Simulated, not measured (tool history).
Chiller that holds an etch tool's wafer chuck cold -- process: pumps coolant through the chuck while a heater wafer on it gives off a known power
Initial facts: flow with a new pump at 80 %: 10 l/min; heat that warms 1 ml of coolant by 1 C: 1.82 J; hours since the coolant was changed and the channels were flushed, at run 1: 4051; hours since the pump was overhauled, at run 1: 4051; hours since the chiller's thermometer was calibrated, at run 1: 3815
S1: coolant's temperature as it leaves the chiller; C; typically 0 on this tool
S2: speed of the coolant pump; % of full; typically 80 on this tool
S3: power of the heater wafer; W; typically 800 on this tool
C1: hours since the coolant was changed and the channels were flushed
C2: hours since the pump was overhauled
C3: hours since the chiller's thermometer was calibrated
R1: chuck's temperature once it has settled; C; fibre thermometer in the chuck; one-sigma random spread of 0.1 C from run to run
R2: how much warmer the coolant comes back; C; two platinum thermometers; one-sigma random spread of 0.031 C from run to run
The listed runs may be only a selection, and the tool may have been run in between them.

run,hour,S1,S2,S3,C1,C2,C3,R1,R2
1,0.0,0,80,800,4051,4051,3815,8.1,2.97
2,97.1,0,80,800,4148,4148,3912,8.2,3.01
3,162.9,0,80,800,4214,4214,3978,8.3,2.93
4,223.7,0,80,800,4275,4275,4039,8.3,3.00
5,339.6,0,80,800,4390,4390,4154,8.5,2.97
6,404.9,0,99,800,4456,4456,4220,7.4,2.34
7,471.2,0,99,800,4522,4522,4286,7.3,2.40
8,589.9,0,99,800,4641,4641,4405,7.4,2.36
9,717.3,0,99,800,4768,4768,4532,7.3,2.40
10,778.6,0,99,800,4829,4829,4593,7.5,2.37
# hour 788.6: chiller's thermometer calibrated
11,914.8,0,99,800,4965,4965,126,7.7,2.39
12,1051.5,0,99,800,5101,5101,263,7.9,2.45
13,1124.6,-4,70,454,5174,5174,336,2.0,1.98

Estimate the outcome of run 14 from the log above:
14,1221.1,7,70,1038,5271,5271,433,?,?

R1: 19.4 C
R2: 4.62 C
If the tool had no hidden condition, the same run with the same run-to-run variation would have returned R1 16.6 C, R2 3.97 C.

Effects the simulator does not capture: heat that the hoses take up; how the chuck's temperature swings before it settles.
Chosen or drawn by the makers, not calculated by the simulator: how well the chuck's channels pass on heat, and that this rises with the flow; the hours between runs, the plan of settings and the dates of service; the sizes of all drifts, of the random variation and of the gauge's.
